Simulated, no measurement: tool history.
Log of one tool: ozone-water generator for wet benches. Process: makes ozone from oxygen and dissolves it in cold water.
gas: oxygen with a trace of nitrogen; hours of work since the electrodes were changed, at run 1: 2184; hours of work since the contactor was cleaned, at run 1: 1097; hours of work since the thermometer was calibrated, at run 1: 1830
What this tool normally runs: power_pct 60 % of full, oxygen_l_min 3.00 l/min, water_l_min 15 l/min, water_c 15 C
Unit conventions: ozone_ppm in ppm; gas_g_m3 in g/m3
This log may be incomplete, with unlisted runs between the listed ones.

run	day	power_pct	oxygen_l_min	water_l_min	water_c	hours of work since the electrodes were changed	hours of work since the contactor was cleaned	hours of work since the thermometer was calibrated	ozone_ppm	gas_g_m3
1	0.000	60	3.00	15	15	2184	1097	1830	21.4	233.8
2	5.154	60	3.00	15	15	2280	1193	1926	21.1	228.7
3	8.692	60	3.00	15	15	2345	1259	1991	21.7	231.0
4	12.038	60	3.00	17	15	2408	1321	2054	18.9	227.9
5	16.762	60	3.00	17	15	2495	1409	2141	18.6	228.2
6	22.775	60	3.00	17	15	2607	1520	2253	18.4	229.1
7	26.129	60	3.00	17	15	2669	1583	2315	18.7	229.7
8	28.992	61	1.61	17	16	2723	1636	2369	16.4	318.5
9	31.838	67	2.07	23	15	2776	1689	2422	13.2	300.9
10	36.254	84	4.09	10	10	2858	1771	2504	40.5	243.8
11	38.958	84	4.09	23	10	2908	1821	2554	18.7	246.9
12	41.658	49	3.23	22	21	2958	1871	2604	11.6	189.7
13	46.112	58	1.58	15	15	3041	1954	2687	17.9	313.3

Branching from run 13: 3 alternative next runs. What would each branch give?
A	50.846	60	3.00	9	21	3129	2042	2775	?	?
B	50.846	46	2.56	24	15	3129	2042	2775	?	?
C	50.846	68	3.00	15	9	3129	2042	2775	?	?

run	ozone_ppm	gas_g_m3
A	29.1	229.1
B	10.2	203.0
C	24.2	251.7
The same runs, with their run-to-run variation unchanged, on a tool lacking any hidden condition would have given:
run	ozone_ppm	gas_g_m3
A	31.3	240.4
B	11.0	210.9
C	26.4	265.4
